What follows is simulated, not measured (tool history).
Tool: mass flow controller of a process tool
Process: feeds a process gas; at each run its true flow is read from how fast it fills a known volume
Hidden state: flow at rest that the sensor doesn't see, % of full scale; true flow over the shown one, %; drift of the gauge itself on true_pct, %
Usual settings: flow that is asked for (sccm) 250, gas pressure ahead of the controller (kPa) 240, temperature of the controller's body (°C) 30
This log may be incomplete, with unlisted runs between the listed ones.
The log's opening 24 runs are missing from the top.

run	hour	flow that is asked for (sccm)	gas pressure ahead of the controller (kPa)	temperature of the controller's body (°C)	hours of work since the controller was set to zero	hours of work since the controller was changed	true flow (%)
# hour 5720.2: controller's zero set anew
25	5876.0	100	188	35	108	9017	97.52
26	6099.6	100	188	35	262	9171	97.56
27	6429.7	440	240	30	490	9399	99.12
28	6721.5	440	240	28	691	9600	99.21
29	6930.5	440	240	28	835	9745	99.27
30	7093.2	250	234	30	948	9857	98.13
31	7318.7	250	188	30	1103	10013	98.56
32	7581.0	250	188	30	1285	10194	98.69

Estimate the outcome of run 33 from the log above:
33	7837.4	100	240	29	1462	10371	?

{"run 33": {"true flow (%)": 97.59}}
Minus the tool's unlogged condition, the same run would have read true flow (%) 97.60.
